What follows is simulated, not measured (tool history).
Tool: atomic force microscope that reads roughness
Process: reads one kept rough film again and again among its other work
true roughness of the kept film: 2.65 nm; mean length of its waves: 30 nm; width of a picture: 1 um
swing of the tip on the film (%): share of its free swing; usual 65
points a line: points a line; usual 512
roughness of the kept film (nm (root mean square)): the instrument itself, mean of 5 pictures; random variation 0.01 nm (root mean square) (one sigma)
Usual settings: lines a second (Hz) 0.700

run	hour	lines a second (Hz)	swing of the tip on the film (%)	points a line	roughness of the kept film (nm (root mean square))
1	0.0	0.700	65	512	2.009
2	14.6	0.700	65	512	1.931
3	30.7	0.700	65	512	1.842
4	49.3	0.700	65	512	1.751
# hour 52.6: new tip fitted
5	64.3	0.700	65	512	2.218
6	85.3	0.700	65	512	2.085
7	100.6	0.700	65	512	1.974
8	124.3	0.700	65	512	1.822
# hour 149.3: new tip fitted
9	157.1	0.700	65	512	2.278
10	185.1	0.700	65	512	2.078
11	202.3	0.700	65	433	1.958
12	228.1	0.700	65	433	1.836
# hour 244.8: new tip fitted
13	254.2	1.022	65	512	2.278
14	278.4	1.022	65	512	2.101
15	304.4	0.588	71	455	1.926
16	325.5	0.588	71	455	1.817
# hour 340.6: new tip fitted
17	358.1	0.588	71	455	2.204
18	385.3	0.588	71	455	2.041
19	408.4	3.445	71	870	1.812
# hour 436.5: new tip fitted
20	437.7	3.445	82	744	2.113
21	468.4	0.700	76	489	2.079
22	498.8	0.700	76	489	1.878
23	522.1	0.700	76	489	1.781
# hour 532.7: new tip fitted
24	539.7	0.700	74	462	2.289

Measured less the same run without the tool's hidden state. The same run-to-run variation is in both; the gauge's scatter may not be:
The hidden state here: radius of the tip, nm; height scale over the true one, %; drift of the gauge itself on roughness_nm, %.
run	roughness of the kept film (nm (root mean square))
1	-0.336
2	-0.423
3	-0.509
4	-0.597
5	-0.105
6	-0.260
7	-0.367
8	-0.519
9	-0.068
10	-0.263
11	-0.368
12	-0.499
13	-0.056
14	-0.237
15	-0.400
16	-0.511
17	-0.122
18	-0.303
19	-0.417
20	-0.007
21	-0.239
22	-0.428
23	-0.542
24	-0.053

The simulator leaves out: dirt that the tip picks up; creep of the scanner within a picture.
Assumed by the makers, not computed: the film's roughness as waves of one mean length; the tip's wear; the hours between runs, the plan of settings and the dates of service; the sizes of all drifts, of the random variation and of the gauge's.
